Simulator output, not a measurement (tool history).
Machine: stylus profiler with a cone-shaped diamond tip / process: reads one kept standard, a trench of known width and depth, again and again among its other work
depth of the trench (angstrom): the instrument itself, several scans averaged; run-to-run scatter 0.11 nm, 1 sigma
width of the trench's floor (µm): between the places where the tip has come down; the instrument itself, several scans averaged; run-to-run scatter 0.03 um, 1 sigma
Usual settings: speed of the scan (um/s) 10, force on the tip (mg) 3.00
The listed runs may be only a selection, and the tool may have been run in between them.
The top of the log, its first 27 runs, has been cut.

run    hour  speed of the scan (um/s)  force on the tip (mg)  depth of the trench (angstrom)  width of the trench's floor (µm)
 28  1958.4                        39                   1.54                          2013.4                             17.71
 29  2020.7                        12                   1.20                          2010.0                             17.94
 30  2097.6                        12                   1.20                          2009.1                             17.90
 31  2197.4                        10                   8.72                          2036.3                             17.97
 32  2294.2                        10                   8.72                          2036.6                             18.05
 33  2380.0                        37                   3.00                          2019.3                             17.79
 34  2470.2                        10                   2.92                          2016.0                             18.00
 35  2563.9                         5                   2.30                          2016.5                             17.99
 36  2655.4                         4                   3.00                          2020.0                             17.97
 37  2736.0                        34                   2.14                          2014.6                             17.76
 38  2820.0                        14                   3.51                          2019.8                             17.93
 39  2884.4                        14                   3.51                          2019.1                             17.93

What if the next run were any one of these 4? Each begins from the tool's condition after run 39:
     2903.5  -- new tip fitted, height scale calibrated
  A  2958.2                        10                   5.15                               ?                                 ?
     2903.5  -- new tip fitted, height scale calibrated
  B  2958.2                        19                   2.37                               ?                                 ?
     2903.5  -- new tip fitted, height scale calibrated
  C  2958.2                         5                   3.51                               ?                                 ?
     2903.5  -- new tip fitted, height scale calibrated
  D  2958.2                         3                   1.21                               ?                                 ?

run  depth of the trench (angstrom)  width of the trench's floor (µm)
  A                          2027.9                             18.00
  B                          2016.5                             17.96
  C                          2022.3                             18.02
  D                          2010.2                             17.97
Without the tool's hidden state the same runs would have given:
run  depth of the trench (angstrom)  width of the trench's floor (µm)
  A                          2027.9                             18.00
  B                          2016.5                             17.96
  C                          2022.3                             18.02
  D                          2010.2                             17.97
